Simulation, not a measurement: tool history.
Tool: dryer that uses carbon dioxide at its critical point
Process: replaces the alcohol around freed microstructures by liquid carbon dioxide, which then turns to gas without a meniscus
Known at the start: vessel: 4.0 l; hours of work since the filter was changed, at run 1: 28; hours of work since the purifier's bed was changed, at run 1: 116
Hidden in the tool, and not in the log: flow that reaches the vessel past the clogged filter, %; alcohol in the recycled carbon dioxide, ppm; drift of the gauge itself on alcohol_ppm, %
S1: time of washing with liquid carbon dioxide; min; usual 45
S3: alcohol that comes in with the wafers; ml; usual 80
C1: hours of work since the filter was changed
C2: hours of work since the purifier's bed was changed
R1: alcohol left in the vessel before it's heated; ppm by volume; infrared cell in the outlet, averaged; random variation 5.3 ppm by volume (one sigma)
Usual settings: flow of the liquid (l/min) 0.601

Run 1, day 0: usual settings; C1 28; C2 116. Result: R1 175 ppm by volume.
Run 2, day 0.567: usual settings; C1 33; C2 122. Result: R1 188 ppm by volume.
Run 3, day 0.962: usual settings; C1 37; C2 125. Result: R1 182 ppm by volume.
Run 4, day 1.538: usual settings; C1 42; C2 131. Result: R1 196 ppm by volume.
Run 5, day 2.071: usual settings; C1 48; C2 136. Result: R1 200 ppm by volume.
Run 6, day 2.65: usual settings; C1 53; C2 141. Result: R1 205 ppm by volume.
Run 7, day 3.158: usual settings but S3 29 ml; C1 58; C2 146. Result: R1 104 ppm by volume.
Run 8, day 3.633: usual settings but S1 50 min; C1 62; C2 151. Result: R1 134 ppm by volume.
Run 9, day 4.017: usual settings but S1 59 min; C1 66; C2 154. Result: R1 84 ppm by volume.
Run 10, day 4.475: usual settings but flow of the liquid (l/min) 0.972, S3 71 ml; C1 70; C2 159. Result: R1 59 ppm by volume.
Run 11, day 4.733: usual settings but flow of the liquid (l/min) 0.972, S3 71 ml; C1 73; C2 161. Result: R1 72 ppm by volume.
Run 12, day 5.183: usual settings but flow of the liquid (l/min) 0.917, S3 54 ml; C1 77; C2 165. Result: R1 61 ppm by volume.
Run 13, day 5.592: usual settings but flow of the liquid (l/min) 0.549, S3 54 ml; C1 81; C2 169. Result: R1 235 ppm by volume.
Run 14, day 6.117: usual settings but flow of the liquid (l/min) 0.599, S3 54 ml; C1 86; C2 174. Result: R1 191 ppm by volume.
Run 15, day 6.625: usual settings but S1 47 min, flow of the liquid (l/min) 0.916, S3 54 ml; C1 91; C2 179. Result: R1 75 ppm by volume.
Run 16, day 7.004: usual settings but S1 52 min, flow of the liquid (l/min) 0.819, S3 44 ml; C1 94; C2 183. Result: R1 71 ppm by volume.
Run 17, day 7.283: usual settings but S1 34 min, flow of the liquid (l/min) 0.44, S3 44 ml; C1 97; C2 185. Result: R1 917 ppm by volume.

The same runs without the tool's hidden state, with the same run-to-run variation:
run   R1
  1  119
  2  125
  3  118
  4  125
  5  125
  6  124
  7   42
  8   60
  9   23
 10    6
 11   20
 12    6
 13  127
 14   93
 15   16
 16   11
 17  663
